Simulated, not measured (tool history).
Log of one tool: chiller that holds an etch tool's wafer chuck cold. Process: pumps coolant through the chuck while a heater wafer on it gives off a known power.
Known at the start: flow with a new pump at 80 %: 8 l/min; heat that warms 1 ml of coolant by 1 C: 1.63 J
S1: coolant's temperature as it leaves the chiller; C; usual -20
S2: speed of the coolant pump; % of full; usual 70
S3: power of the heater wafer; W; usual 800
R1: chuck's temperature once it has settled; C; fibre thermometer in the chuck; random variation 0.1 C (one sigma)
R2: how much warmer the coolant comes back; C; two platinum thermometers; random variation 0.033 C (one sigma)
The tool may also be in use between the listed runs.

{"run": 1, "hour": 0.0, "S1": -20, "S2": 70, "S3": 800, "R1": -9.2, "R2": 4.39}
{"run": 2, "hour": 26.9, "S1": -20, "S2": 61, "S3": 800, "R1": -7.7, "R2": 5.16}
{"run": 3, "hour": 56.4, "S1": -20, "S2": 61, "S3": 800, "R1": -7.5, "R2": 5.2}
{"run": 4, "hour": 70.8, "S1": -19, "S2": 70, "S3": 800, "R1": -8.2, "R2": 4.45}
{"run": 5, "hour": 90.9, "S1": -13, "S2": 70, "S3": 800, "R1": -2.1, "R2": 4.42}
{"run": 6, "hour": 120.5, "S1": -13, "S2": 70, "S3": 800, "R1": -2.0, "R2": 4.45}
{"run": 7, "hour": 148.3, "S1": -13, "S2": 70, "S3": 800, "R1": -2.1, "R2": 4.47}
{"run": 8, "hour": 169.7, "S1": -13, "S2": 70, "S3": 800, "R1": -2.1, "R2": 4.45}
{"run": 9, "hour": 190.7, "S1": -25, "S2": 70, "S3": 800, "R1": -13.9, "R2": 4.5}
{"run": 10, "hour": 208.1, "S1": -20, "S2": 70, "S3": 753, "R1": -9.7, "R2": 4.15}
{"run": 11, "hour": 235.7, "S1": -20, "S2": 70, "S3": 753, "R1": -9.6, "R2": 4.19}
{"run": 12, "hour": 258.6, "S1": -20, "S2": 70, "S3": 800, "R1": -8.9, "R2": 4.44}
{"run": 13, "hour": 277.3, "S1": -20, "S2": 70, "S3": 800, "R1": -9.1, "R2": 4.4}
{"run": 14, "hour": 311.0, "S1": -20, "S2": 70, "S3": 800, "R1": -9.1, "R2": 4.46}
{"run": 15, "hour": 343.1, "S1": -20, "S2": 70, "S3": 800, "R1": -8.9, "R2": 4.5}
{"run": 16, "hour": 368.0, "S1": -20, "S2": 70, "S3": 800, "R1": -8.9, "R2": 4.52}
{"run": 17, "hour": 396.2, "S1": -20, "S2": 70, "S3": 800, "R1": -8.8, "R2": 4.45}
{"run": 18, "hour": 417.6, "S1": -20, "S2": 69, "S3": 800, "R1": -8.8, "R2": 4.55}
{"run": 19, "hour": 434.3, "S1": -20, "S2": 69, "S3": 800, "R1": -8.6, "R2": 4.52}
{"run": 20, "hour": 458.9, "S1": -20, "S2": 69, "S3": 800, "R1": -8.8, "R2": 4.6}
{"run": 21, "hour": 480.2, "S1": -20, "S2": 70, "S3": 825, "R1": -8.4, "R2": 4.6}
{"run": 22, "hour": 510.6, "S1": -28, "S2": 98, "S3": 800, "R1": -19.9, "R2": 3.05}
{"run": 23, "hour": 530.5, "S1": -22, "S2": 82, "S3": 533, "R1": -15.4, "R2": 2.52}
{"run": 24, "hour": 546.0, "S1": -27, "S2": 70, "S3": 800, "R1": -15.8, "R2": 4.51}
{"run": 25, "hour": 572.3, "S1": -27, "S2": 70, "S3": 800, "R1": -15.6, "R2": 4.5}
{"run": 26, "hour": 588.5, "S1": -20, "S2": 90, "S3": 993, "R1": -9.0, "R2": 4.17}
{"run": 27, "hour": 610.5, "S1": -20, "S2": 90, "S3": 993, "R1": -9.1, "R2": 4.17}
{"run": 28, "hour": 641.5, "S1": -20, "S2": 90, "S3": 993, "R1": -9.1, "R2": 4.22}
{"run": 29, "hour": 666.1, "S1": -20, "S2": 70, "S3": 639, "R1": -11.0, "R2": 3.55}
{"run": 30, "hour": 683.5, "S1": -27, "S2": 96, "S3": 595, "R1": -20.7, "R2": 2.34}
{"run": 31, "hour": 703.1, "S1": -20, "S2": 81, "S3": 1079, "R1": -6.8, "R2": 5.22}

Some steps in R1 between neighbouring runs. How much of each would the tool show without its hidden state too (settings, what came in, random variation), and how much is left for the hidden state, with any gauge scatter that isn't in both results?
The hidden state here: heat passed by the chuck's channels, % of clean ones'; flow at a given pump speed, % of a new pump's; coolant's true temperature over the reading, C; drift of the gauge itself on chuck_c, C; drift of the gauge itself on warmer_back_c, C.
Run 8 -> 9: S1 -13 -> -25. R1 -11.8 C: hidden state +0.0, all else -11.8.
Run 21 -> 22: S1 -20 -> -28, S2 70 -> 98, S3 825 -> 800. R1 -11.5 C: hidden state -0.5, all else -11.0.
Run 23 -> 24: S1 -22 -> -27, S2 82 -> 70, S3 533 -> 800. R1 -0.4 C: hidden state +0.6, all else -1.0.
Run 30 -> 31: S1 -27 -> -20, S2 96 -> 81, S3 595 -> 1079. R1 +13.9 C: hidden state +1.1, all else +12.8.

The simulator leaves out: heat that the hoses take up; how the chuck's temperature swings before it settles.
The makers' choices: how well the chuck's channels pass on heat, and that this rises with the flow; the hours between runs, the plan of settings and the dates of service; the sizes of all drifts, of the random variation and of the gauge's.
